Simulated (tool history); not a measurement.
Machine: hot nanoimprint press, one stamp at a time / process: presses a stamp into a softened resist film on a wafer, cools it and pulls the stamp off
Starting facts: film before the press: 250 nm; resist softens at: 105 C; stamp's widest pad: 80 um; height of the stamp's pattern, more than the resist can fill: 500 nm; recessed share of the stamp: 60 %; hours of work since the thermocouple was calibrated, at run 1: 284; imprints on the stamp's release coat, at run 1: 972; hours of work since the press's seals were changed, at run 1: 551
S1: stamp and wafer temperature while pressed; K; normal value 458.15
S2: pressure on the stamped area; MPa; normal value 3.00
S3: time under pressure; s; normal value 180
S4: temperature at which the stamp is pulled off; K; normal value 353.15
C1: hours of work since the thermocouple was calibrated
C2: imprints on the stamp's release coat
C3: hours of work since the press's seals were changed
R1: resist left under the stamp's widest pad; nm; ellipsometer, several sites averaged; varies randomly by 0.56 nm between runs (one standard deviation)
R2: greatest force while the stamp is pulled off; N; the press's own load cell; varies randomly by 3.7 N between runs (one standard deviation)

run   hour      S1    S2   S3      S4   C1    C2   C3     R1   R2
  1    0.0  458.15  3.00  180  353.15  284   972  551   90.8  229
  2   43.6  458.15  1.98  180  353.15  303  1030  570  114.1  225
  3   91.7  458.15  1.98  180  353.15  323  1093  590  113.9  233
  4  130.9  458.15  1.98  180  353.15  340  1145  607  112.4  235
  5  150.6  458.15  1.98  180  353.15  349  1171  615  112.1  231
  6  184.4  458.15  1.98  180  343.15  363  1215  630  111.9  270
  7  230.9  458.15  3.10  180  353.15  383  1276  649   88.7  240
     249.4  -- plate thermocouple calibrated
  8  273.0  458.15  3.10  180  353.15   10  1328  666   86.2  240
  9  311.7  458.15  3.00  180  353.15   27  1379  683   87.6  237
 10  338.5  458.15  3.00  180  353.15   38  1414  694   85.9  249
 11  365.3  458.15  3.00  180  353.15   49  1450  705   87.7  249
 12  396.0  458.15  3.00  100  353.15   62  1490  718  106.7  256
     402.3  -- plate thermocouple calibrated, once more
 13  431.4  458.15  3.59  180  353.15   12  1533  732   91.2  260
 14  472.1  458.15  3.00  180  344.15   30  1586  750   98.7  297
 15  518.8  458.15  3.00  180  344.15   50  1648  769   98.6  293
 16  545.4  458.15  3.00  180  344.15   61  1683  781   97.0  303

Run 17 has not been measured yet. What should we expect?
 17  573.4  469.15  3.10  180  353.15  73  1720  793   ?   ?

Run 17 measured R1 59.1 nm, R2 267 N.
Were there no unlogged condition in the tool, this run, its random variation unchanged, would have produced R1 57.1 nm, R2 176 N.
